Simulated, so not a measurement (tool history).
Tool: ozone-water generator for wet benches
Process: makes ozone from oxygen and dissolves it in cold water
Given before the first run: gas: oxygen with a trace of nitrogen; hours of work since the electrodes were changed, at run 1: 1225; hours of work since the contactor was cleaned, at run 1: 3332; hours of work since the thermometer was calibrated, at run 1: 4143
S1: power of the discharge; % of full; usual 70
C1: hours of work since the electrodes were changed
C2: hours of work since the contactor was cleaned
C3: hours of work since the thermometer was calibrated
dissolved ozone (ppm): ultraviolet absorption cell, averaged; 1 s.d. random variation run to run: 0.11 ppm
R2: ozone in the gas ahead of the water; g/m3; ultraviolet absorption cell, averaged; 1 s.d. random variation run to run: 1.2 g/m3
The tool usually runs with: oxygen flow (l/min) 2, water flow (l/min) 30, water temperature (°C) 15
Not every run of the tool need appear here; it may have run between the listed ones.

run 1 hour=0 | S1=70 oxygen_flow_(l/min)=2 water_flow_(l/min)=30 water_temperature_(°C)=15 | C1=1225 C2=3332 C3=4143 | dissolved_ozone_(ppm)=6.7 R2=219
run 2 hour=30.2 | S1=70 oxygen_flow_(l/min)=2 water_flow_(l/min)=30 water_temperature_(°C)=15 | C1=1250 C2=3357 C3=4167 | dissolved_ozone_(ppm)=6.7 R2=219.6
run 3 hour=67.9 | S1=70 oxygen_flow_(l/min)=2 water_flow_(l/min)=30 water_temperature_(°C)=15 | C1=1280 C2=3387 C3=4198 | dissolved_ozone_(ppm)=6.8 R2=220.3
-- hour=93.2 water thermometer calibrated
run 4 hour=109.2 | S1=70 oxygen_flow_(l/min)=2 water_flow_(l/min)=30 water_temperature_(°C)=15 | C1=1314 C2=3421 C3=13 | dissolved_ozone_(ppm)=6.8 R2=221.3
run 5 hour=155 | S1=70 oxygen_flow_(l/min)=2 water_flow_(l/min)=30 water_temperature_(°C)=15 | C1=1351 C2=3458 C3=50 | dissolved_ozone_(ppm)=6.8 R2=222.1
run 6 hour=192.2 | S1=70 oxygen_flow_(l/min)=2 water_flow_(l/min)=21 water_temperature_(°C)=15 | C1=1381 C2=3488 C3=81 | dissolved_ozone_(ppm)=10.6 R2=220.6
run 7 hour=231.9 | S1=70 oxygen_flow_(l/min)=2 water_flow_(l/min)=21 water_temperature_(°C)=15 | C1=1414 C2=3521 C3=113 | dissolved_ozone_(ppm)=10.7 R2=221.8
run 8 hour=274 | S1=70 oxygen_flow_(l/min)=1.85 water_flow_(l/min)=21 water_temperature_(°C)=15 | C1=1448 C2=3555 C3=148 | dissolved_ozone_(ppm)=10.3 R2=230.1
run 9 hour=329.4 | S1=70 oxygen_flow_(l/min)=1.85 water_flow_(l/min)=21 water_temperature_(°C)=15 | C1=1493 C2=3600 C3=193 | dissolved_ozone_(ppm)=10.3 R2=231.2
run 10 hour=364.4 | S1=70 oxygen_flow_(l/min)=1.85 water_flow_(l/min)=21 water_temperature_(°C)=15 | C1=1522 C2=3629 C3=221 | dissolved_ozone_(ppm)=10.3 R2=228.7
run 11 hour=435.8 | S1=42 oxygen_flow_(l/min)=1.42 water_flow_(l/min)=44 water_temperature_(°C)=8 | C1=1580 C2=3687 C3=280 | dissolved_ozone_(ppm)=2.5 R2=186.6
run 12 hour=482.3 | S1=42 oxygen_flow_(l/min)=1.42 water_flow_(l/min)=44 water_temperature_(°C)=8 | C1=1618 C2=3725 C3=318 | dissolved_ozone_(ppm)=2.5 R2=184.3
-- hour=501.4 water thermometer calibrated, once more
run 13 hour=552.2 | S1=42 oxygen_flow_(l/min)=1.01 water_flow_(l/min)=45 water_temperature_(°C)=14 | C1=1675 C2=3782 C3=41 | dissolved_ozone_(ppm)=2.1 R2=219.9
run 14 hour=592.3 | S1=42 oxygen_flow_(l/min)=1.01 water_flow_(l/min)=45 water_temperature_(°C)=14 | C1=1708 C2=3815 C3=74 | dissolved_ozone_(ppm)=2 R2=219.4
run 15 hour=637.4 | S1=42 oxygen_flow_(l/min)=1.01 water_flow_(l/min)=22 water_temperature_(°C)=12 | C1=1744 C2=3851 C3=111 | dissolved_ozone_(ppm)=5.6 R2=221.8
run 16 hour=691.1 | S1=42 oxygen_flow_(l/min)=1.01 water_flow_(l/min)=22 water_temperature_(°C)=12 | C1=1788 C2=3895 C3=155 | dissolved_ozone_(ppm)=5.6 R2=220.5
run 17 hour=742.3 | S1=70 oxygen_flow_(l/min)=2.41 water_flow_(l/min)=30 water_temperature_(°C)=15 | C1=1830 C2=3937 C3=197 | dissolved_ozone_(ppm)=7 R2=197.9
run 18 hour=802.3 | S1=70 oxygen_flow_(l/min)=2.41 water_flow_(l/min)=30 water_temperature_(°C)=15 | C1=1879 C2=3986 C3=246 | dissolved_ozone_(ppm)=7.2 R2=198.1
run 19 hour=872.7 | S1=81 oxygen_flow_(l/min)=1.89 water_flow_(l/min)=46 water_temperature_(°C)=7 | C1=1937 C2=4044 C3=303 | dissolved_ozone_(ppm)=4.2 R2=248.2

Predict each of these 4 candidate next runs independently; none follows another, all start after run 19:
run A hour=907.2 | S1=81 oxygen_flow_(l/min)=2.03 water_flow_(l/min)=26 water_temperature_(°C)=16 | C1=1965 C2=4072 C3=331 | dissolved_ozone_(ppm)=? R2=?
run B hour=907.2 | S1=75 oxygen_flow_(l/min)=1.89 water_flow_(l/min)=19 water_temperature_(°C)=7 | C1=1965 C2=4072 C3=331 | dissolved_ozone_(ppm)=? R2=?
run C hour=907.2 | S1=70 oxygen_flow_(l/min)=1.05 water_flow_(l/min)=35 water_temperature_(°C)=12 | C1=1965 C2=4072 C3=331 | dissolved_ozone_(ppm)=? R2=?
run D hour=907.2 | S1=84 oxygen_flow_(l/min)=1.89 water_flow_(l/min)=47 water_temperature_(°C)=7 | C1=1965 C2=4072 C3=331 | dissolved_ozone_(ppm)=? R2=?

run=A dissolved_ozone_(ppm)=9 R2=240.5
run=B dissolved_ozone_(ppm)=12.9 R2=237.7
run=C dissolved_ozone_(ppm)=4.4 R2=305.4
run=D dissolved_ozone_(ppm)=4 R2=256.9
With no hidden state in the tool, these same runs would have given:
run=A dissolved_ozone_(ppm)=9.5 R2=245.7
run=B dissolved_ozone_(ppm)=13.5 R2=242.6
run=C dissolved_ozone_(ppm)=4.6 R2=311.4
run=D dissolved_ozone_(ppm)=4.2 R2=262.6
